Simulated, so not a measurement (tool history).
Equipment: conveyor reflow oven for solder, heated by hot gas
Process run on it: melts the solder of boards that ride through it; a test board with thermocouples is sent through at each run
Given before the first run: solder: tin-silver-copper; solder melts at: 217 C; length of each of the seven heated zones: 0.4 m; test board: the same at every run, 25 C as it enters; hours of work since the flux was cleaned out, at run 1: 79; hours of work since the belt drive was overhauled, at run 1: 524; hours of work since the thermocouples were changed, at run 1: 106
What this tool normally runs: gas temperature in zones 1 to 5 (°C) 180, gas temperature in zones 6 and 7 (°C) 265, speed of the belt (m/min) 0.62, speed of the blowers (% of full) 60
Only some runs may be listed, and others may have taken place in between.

run	day	gas temperature in zones 1 to 5 (°C)	gas temperature in zones 6 and 7 (°C)	speed of the belt (m/min)	speed of the blowers (% of full)	hours of work since the flux was cleaned out	hours of work since the belt drive was overhauled	hours of work since the thermocouples were changed	highest temperature of the board (°C)	time above the solder's melting point (s)
1	0	180	265	0.62	60	79	524	106	246.5	55
2	0.867	180	265	0.62	60	92	536	119	245.8	54
3	1.508	180	265	0.62	60	101	546	128	246.3	54
4	2.5	180	265	0.62	60	116	560	142	246.3	54.8
5	3.262	180	265	0.62	60	127	571	153	246	54.8
6	3.912	180	265	0.62	59	136	580	163	245.7	53.6
7	4.483	180	265	0.62	59	145	589	171	245.9	53.9
8	5.45	180	279	0.62	59	159	603	185	257	62.6
9	6.233	180	279	0.62	59	170	614	197	257.3	62.8
10	6.721	180	279	0.62	59	177	621	204	257.3	63.6
11	7.779	180	279	0.62	59	192	637	219	257.2	62.5
12	8.746	180	265	0.62	77	206	651	233	250.7	60
13	9.358	180	265	0.62	77	215	659	242	251.1	60.6
14	10.133	180	265	0.62	77	227	671	253	250.8	59.7
15	11.196	186	265	0.62	77	242	686	269	251.8	63.5
16	12.133	186	265	0.62	77	256	700	282	252.5	63.3
17	12.946	186	265	0.62	77	267	712	294	252	63.6
18	13.475	186	265	0.62	77	275	719	302	252.3	63.2
19	14.288	186	265	0.62	77	287	731	313	252.3	62.8
20	14.929	187	265	0.62	77	296	740	323	252.3	63.8
21	16.071	180	265	0.631	60	313	757	339	245.5	52.1
22	16.567	180	265	0.631	60	320	764	347	245.9	52.1
# day 17.45: flux residue cleaned out of gas plates and filters
23	17.525	180	258	0.62	62	1	775	357	242.2	51.6
24	18.296	180	265	0.687	60	12	786	369	244	46
25	19.279	180	265	0.687	60	27	800	383	243.8	46.4
26	19.967	180	269	0.714	81	37	810	393	252.9	52.1
27	21.108	180	269	0.714	81	53	827	409	252.3	52.2
28	22.146	181	275	0.52	76	68	842	425	266.3	83.5
29	22.942	185	275	0.562	79	80	854	436	264.6	78.5
30	23.971	177	265	0.62	60	95	869	451	247.1	54.5
31	24.646	177	265	0.62	60	104	878	461	246.3	53.6

Selected run-to-run steps in highest temperature of the board (°C), each split into two signed amounts: the part the tool would show with no hidden state at all (from settings, incoming material and random variation), and the remainder, which goes to the hidden state together with any gauge scatter not common to the measured and the hidden-state-free results:
Hidden state present: heat that the gas passes to the board, % of a clean oven's; belt's true speed, % of the reading; true gas temperature in zones 6 and 7 over the reading, C; drift of the gauge itself on peak_c, C; drift of the gauge itself on liquid_s, %.
Run 7 -> 8: gas temperature in zones 6 and 7 (°C) 265 -> 279. highest temperature of the board (°C) +11.1: hidden state +0, all else +11.1.
Run 9 -> 10: no setting changed, nothing entered. highest temperature of the board (°C) +0: hidden state -0.1, all else +0.1.
Run 11 -> 12: gas temperature in zones 6 and 7 (°C) 279 -> 265, speed of the blowers (% of full) 59 -> 77. highest temperature of the board (°C) -6.5: hidden state -0.1, all else -6.4.
Run 22 -> 23: gas temperature in zones 6 and 7 (°C) 265 -> 258, speed of the belt (m/min) 0.631 -> 0.62, speed of the blowers (% of full) 60 -> 62, flux residue cleaned out of gas plates and filters. highest temperature of the board (°C) -3.7: hidden state +1.2, all else -4.9.
Run 27 -> 28: gas temperature in zones 1 to 5 (°C) 180 -> 181, gas temperature in zones 6 and 7 (°C) 269 -> 275, speed of the belt (m/min) 0.714 -> 0.52, speed of the blowers (% of full) 81 -> 76. highest temperature of the board (°C) +14: hidden state +0.1, all else +13.9.
Run 29 -> 30: gas temperature in zones 1 to 5 (°C) 185 -> 177, gas temperature in zones 6 and 7 (°C) 275 -> 265, speed of the belt (m/min) 0.562 -> 0.62, speed of the blowers (% of full) 79 -> 60. highest temperature of the board (°C) -17.5: hidden state -0.1, all else -17.4.

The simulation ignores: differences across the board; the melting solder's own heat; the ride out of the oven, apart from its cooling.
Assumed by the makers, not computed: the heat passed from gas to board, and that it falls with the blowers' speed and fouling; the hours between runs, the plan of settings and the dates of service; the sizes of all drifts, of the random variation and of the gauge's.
